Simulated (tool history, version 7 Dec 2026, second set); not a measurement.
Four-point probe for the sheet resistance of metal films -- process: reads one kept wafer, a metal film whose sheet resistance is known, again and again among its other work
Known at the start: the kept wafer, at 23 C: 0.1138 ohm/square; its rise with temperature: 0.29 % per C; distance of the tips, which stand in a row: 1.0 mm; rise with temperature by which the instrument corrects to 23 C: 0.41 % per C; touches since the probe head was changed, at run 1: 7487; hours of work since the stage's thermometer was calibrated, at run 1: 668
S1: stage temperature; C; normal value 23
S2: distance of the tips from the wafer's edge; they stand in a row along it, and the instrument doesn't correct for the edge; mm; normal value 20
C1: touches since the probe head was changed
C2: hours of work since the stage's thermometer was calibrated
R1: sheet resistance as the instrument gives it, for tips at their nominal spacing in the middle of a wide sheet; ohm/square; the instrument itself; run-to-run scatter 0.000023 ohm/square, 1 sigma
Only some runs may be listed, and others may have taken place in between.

| run | hour | S1 | S2 | C1 | C2 | R1 |
|---|---|---|---|---|---|---|
| 1 | 0.0 | 23 | 20 | 7487 | 668 | 0.113819 |
| 2 | 52.2 | 23 | 20 | 8011 | 693 | 0.113845 |
| 3 | 82.2 | 23 | 15 | 8311 | 707 | 0.113954 |
| 4 | 114.8 | 23 | 15 | 8639 | 722 | 0.113949 |
| 5 | 160.6 | 23 | 15 | 9099 | 744 | 0.113983 |
| 6 | 197.7 | 23 | 4 | 9471 | 761 | 0.117415 |
| 7 | 238.1 | 23 | 31 | 9876 | 780 | 0.113838 |
| 8 | 282.1 | 23 | 20 | 10317 | 801 | 0.113867 |
| 9 | 328.1 | 23 | 20 | 10779 | 822 | 0.113898 |
| 10 | 371.6 | 23 | 20 | 11215 | 843 | 0.113835 |
| 11 | 414.4 | 23 | 20 | 11644 | 863 | 0.113852 |
| 12 | 463.4 | 23 | 20 | 12135 | 886 | 0.113891 |
| 13 | 505.9 | 23 | 20 | 12562 | 906 | 0.113847 |
| 14 | 533.6 | 23 | 20 | 12840 | 919 | 0.113882 |
| 15 | 595.0 | 23 | 20 | 13456 | 948 | 0.113879 |
| 16 | 634.5 | 21 | 20 | 13852 | 966 | 0.114134 |
| 17 | 691.7 | 22 | 45 | 14426 | 993 | 0.113873 |
| 18 | 720.2 | 18 | 15 | 14712 | 1007 | 0.114708 |
| 19 | 779.5 | 18 | 12 | 15307 | 1035 | 0.114857 |
| 20 | 814.1 | 24 | 3 | 15653 | 1051 | 0.120017 |
| 21 | 844.8 | 20 | 7 | 15961 | 1065 | 0.115427 |
| 22 | 900.9 | 29 | 4 | 16524 | 1092 | 0.116681 |
| 23 | 960.3 | 31 | 20 | 17121 | 1119 | 0.112858 |
| 24 | 989.0 | 18 | 28 | 17408 | 1133 | 0.114531 |
| 25 | 1031.7 | 31 | 55 | 17836 | 1153 | 0.112744 |
| 26 | 1089.9 | 27 | 51 | 18420 | 1180 | 0.113289 |
| 27 | 1129.6 | 27 | 51 | 18818 | 1199 | 0.113284 |
| 28 | 1156.4 | 32 | 57 | 19088 | 1212 | 0.112584 |
| 29 | 1203.7 | 24 | 49 | 19561 | 1234 | 0.113648 |
| 30 | 1246.2 | 24 | 49 | 19988 | 1254 | 0.113692 |
| 31 | 1308.1 | 24 | 49 | 20609 | 1283 | 0.113649 |

Below are 3 alternative next runs, each starting from the tool's condition after run 31. Predict each:
| A | 1358.2 | 20 | 19 | 21111 | 1306 | ? |
| B | 1358.2 | 19 | 49 | 21111 | 1306 | ? |
| C | 1358.2 | 26 | 20 | 21111 | 1306 | ? |

| run | R1 |
|---|---|
| A | 0.114382 |
| B | 0.114405 |
| C | 0.113558 |
With the hidden condition removed and each run's random variation left untouched, the same runs would have given:
| run | R1 |
|---|---|
| A | 0.114367 |
| B | 0.114390 |
| C | 0.113546 |
